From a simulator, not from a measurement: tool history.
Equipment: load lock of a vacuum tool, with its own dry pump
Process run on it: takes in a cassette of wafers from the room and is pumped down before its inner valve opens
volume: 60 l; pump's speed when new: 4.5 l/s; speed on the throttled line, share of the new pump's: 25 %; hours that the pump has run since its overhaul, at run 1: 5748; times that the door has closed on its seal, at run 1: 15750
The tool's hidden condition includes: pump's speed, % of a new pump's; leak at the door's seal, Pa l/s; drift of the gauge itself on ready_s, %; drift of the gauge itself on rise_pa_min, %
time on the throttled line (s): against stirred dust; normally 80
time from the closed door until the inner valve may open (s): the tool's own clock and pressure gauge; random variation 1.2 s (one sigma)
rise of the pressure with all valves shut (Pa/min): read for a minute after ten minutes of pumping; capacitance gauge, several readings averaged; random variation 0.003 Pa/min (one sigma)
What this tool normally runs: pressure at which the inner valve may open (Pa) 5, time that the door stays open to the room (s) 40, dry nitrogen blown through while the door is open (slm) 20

run    hour  time on the throttled line (s)  pressure at which the inner valve may open (Pa)  time that the door stays open to the room (s)  dry nitrogen blown through while the door is open (slm)  hours that the pump has run since its overhaul  times that the door has closed on its seal  incoming humidity of the room's air, %  time from the closed door until the inner valve may open (s)  rise of the pressure with all valves shut (Pa/min)
  1     0.0                              80                                                5                                             40                                                       20                                            5748                                       15750                                    47.9                                                         200.9                                               0.136
  2   109.0                              80                                                5                                             40                                                       20                                            5857                                       16225                                    47.3                                                         200.7                                               0.134
  3   205.1                              80                                                6                                             40                                                       20                                            5953                                       16644                                    46.7                                                         196.2                                               0.135
  4   270.3                              80                                                6                                             40                                                       20                                            6018                                       16928                                    47.6                                                         198.7                                               0.140
  5   356.9                              80                                                5                                             40                                                       20                                            6105                                       17305                                    42.0                                                         199.0                                               0.143
  6   420.0                             115                                                5                                             40                                                       20                                            6168                                       17580                                    46.4                                                         226.3                                               0.149
  7   528.6                              59                                                5                                             40                                                       20                                            6277                                       18053                                    45.6                                                         187.2                                               0.150
  8   620.3                              59                                                5                                             40                                                       20                                            6368                                       18453                                    48.7                                                         186.5                                               0.152
  9   706.0                              69                                                5                                             40                                                       20                                            6454                                       18826                                    43.5                                                         192.9                                               0.157
 10   784.8                              69                                                5                                             40                                                       20                                            6533                                       19169                                    46.4                                                         191.8                                               0.163
 11   890.5                              69                                                5                                             40                                                       20                                            6639                                       19630                                    41.9                                                         194.4                                               0.171
 12   950.6                              80                                                5                                             40                                                       20                                            6699                                       19892                                    45.8                                                         204.3                                               0.168
 13  1046.8                              80                                                5                                             40                                                       20                                            6795                                       20311                                    46.1                                                         202.3                                               0.178
 14  1096.4                              80                                                5                                             40                                                       20                                            6845                                       20527                                    43.8                                                         201.1                                               0.179
 15  1204.4                              80                                                5                                             40                                                       20                                            6953                                       20997                                    45.3                                                         201.6                                               0.179
 16  1273.4                              80                                                5                                             40                                                       20                                            7022                                       21298                                    43.8                                                         200.9                                               0.176
 17  1322.0                              80                                                5                                             40                                                       20                                            7070                                       21510                                    48.1                                                         203.5                                               0.185
 18  1391.2                              80                                                5                                             40                                                       20                                            7139                                       21811                                    49.1                                                         203.8                                               0.194
 19  1502.6                              80                                                5                                             87                                                       20                                            7251                                       22296                                    48.0                                                         202.9                                               0.216
 20  1567.8                              55                                                5                                             87                                                       20                                            7316                                       22581                                    42.9                                                         183.4                                               0.217
 21  1671.8                             128                                                6                                            216                                                        7                                            7420                                       23034                                    44.9                                                         236.0                                               0.290
 22  1765.2                             128                                                8                                            182                                                        7                                            7513                                       23440                                    44.5                                                         229.0                                               0.274
 23  1850.3                             143                                                5                                             66                                                        8                                            7598                                       23811                                    45.0                                                         247.3                                               0.235
 24  1944.8                              87                                                5                                             27                                                       21                                            7693                                       24223                                    44.3                                                         207.6                                               0.209
 25  2042.2                              87                                                5                                             29                                                       16                                            7790                                       24647                                    45.2                                                         204.7                                               0.222
 26  2151.0                              87                                                5                                             29                                                       16                                            7899                                       25121                                    45.3                                                         210.3                                               0.221
 27  2198.6                             157                                                7                                             31                                                        6                                            7947                                       25328                                    45.6                                                         254.3                                               0.236
 28  2293.1                              63                                                9                                            139                                                       40                                            8041                                       25740                                    50.1                                                         183.6                                               0.255
 29  2405.8                              63                                                5                                            139                                                       18                                            8154                                       26231                                    43.3                                                         191.3                                               0.275
 30  2488.8                              63                                                5                                            139                                                       18                                            8237                                       26593                                    45.6                                                         193.0                                               0.277
 31  2595.1                              63                                                5                                            139                                                       18                                            8343                                       27056                                    41.2                                                         191.7                                               0.277
 32  2654.1                             115                                                5                                            107                                                        5                                            8402                                       27313                                    40.6                                                         233.3                                               0.297
 33  2724.2                              64                                                5                                            107                                                        5                                            8472                                       27618                                    43.1                                                         191.7                                               0.305
 34  2812.9                             102                                                5                                             40                                                        9                                            8561                                       28005                                    48.3                                                         217.8                                               0.266
 35  2873.9                              79                                                5                                            167                                                       14                                            8622                                       28270                                    42.5                                                         204.0                                               0.311
 36  2973.6                              79                                                5                                            167                                                       14                                            8722                                       28705                                    45.7                                                         206.1                                               0.328
 37  3038.3                              65                                                5                                            151                                                        5                                            8786                                       28986                                    44.7                                                         195.4                                               0.337

Subtracting, for every run, the result it would have given without the tool's unlogged condition from the measured result gives the following. The same run-to-run variation enters both numbers; the gauge's scatter may not:
run  time from the closed door until the inner valve may open (s)  rise of the pressure with all valves shut (Pa/min)
  1                                                          +6.8                                              +0.095
  2                                                          +6.9                                              +0.098
  3                                                          +6.9                                              +0.102
  4                                                          +7.0                                              +0.106
  5                                                          +7.3                                              +0.108
  6                                                          +7.2                                              +0.112
  7                                                          +8.3                                              +0.116
  8                                                          +8.4                                              +0.117
  9                                                          +8.3                                              +0.122
 10                                                          +8.5                                              +0.128
 11                                                          +8.7                                              +0.134
 12                                                          +8.7                                              +0.135
 13                                                          +8.7                                              +0.140
 14                                                          +8.8                                              +0.141
 15                                                          +9.0                                              +0.146
 16                                                          +9.0                                              +0.148
 17                                                          +9.3                                              +0.149
 18                                                          +9.4                                              +0.155
 19                                                          +9.5                                              +0.158
 20                                                         +10.0                                              +0.164
 21                                                          +8.4                                              +0.167
 22                                                          +8.0                                              +0.170
 23                                                          +8.6                                              +0.174
 24                                                         +10.0                                              +0.182
 25                                                         +10.0                                              +0.190
 26                                                         +10.5                                              +0.190
 27                                                          +8.2                                              +0.193
 28                                                         +10.5                                              +0.199
 29                                                         +11.4                                              +0.204
 30                                                         +11.7                                              +0.205
 31                                                         +11.8                                              +0.214
 32                                                         +11.0                                              +0.220
 33                                                         +11.8                                              +0.221
 34                                                         +11.0                                              +0.223
 35                                                         +11.8                                              +0.227
 36                                                         +12.1                                              +0.239
 37                                                         +12.8                                              +0.235
